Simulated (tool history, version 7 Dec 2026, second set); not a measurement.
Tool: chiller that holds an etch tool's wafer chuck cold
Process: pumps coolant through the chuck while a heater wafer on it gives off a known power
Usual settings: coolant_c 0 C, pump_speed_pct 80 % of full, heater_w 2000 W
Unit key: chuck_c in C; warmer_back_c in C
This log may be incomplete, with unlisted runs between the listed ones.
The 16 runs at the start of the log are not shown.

run,hour,coolant_c,pump_speed_pct,heater_w,chuck_c,warmer_back_c
17,372.1,-7,80,1952,9.9,4.46
18,401.5,-7,80,1952,9.8,4.50
19,421.9,-7,80,1952,10.1,4.46
20,451.1,-7,80,1952,9.7,4.45
21,478.7,-7,80,1952,10.0,4.50
# hour 481.6: gauge calibrated
22,510.6,-7,80,1952,9.9,4.30
23,528.5,-7,89,1952,8.7,3.88
24,556.0,0,70,2608,24.4,6.64
25,580.5,-5,87,1126,4.2,2.34
26,606.1,0,77,2966,26.3,6.86
27,633.7,9,66,2795,36.0,7.69
28,657.7,9,66,2795,35.9,7.68
29,674.4,-2,63,1423,12.1,4.17
30,699.0,-2,63,1423,12.1,4.18
31,717.9,-2,63,1423,12.1,4.19

Each row is a separate what-if for the run after 31, all from the same tool condition, not one after another. Results?
A,749.3,-2,77,1423,?,?
B,749.3,-9,60,2000,?,?
C,749.3,0,80,1143,?,?
D,749.3,8,80,1053,?,?

run,chuck_c,warmer_back_c
A,10.6,3.44
B,11.4,6.11
C,9.8,2.63
D,17.2,2.47
Had the tool no hidden state, the same runs would have come out as:
run,chuck_c,warmer_back_c
A,10.6,3.33
B,11.3,6.00
C,9.8,2.52
D,17.2,2.36

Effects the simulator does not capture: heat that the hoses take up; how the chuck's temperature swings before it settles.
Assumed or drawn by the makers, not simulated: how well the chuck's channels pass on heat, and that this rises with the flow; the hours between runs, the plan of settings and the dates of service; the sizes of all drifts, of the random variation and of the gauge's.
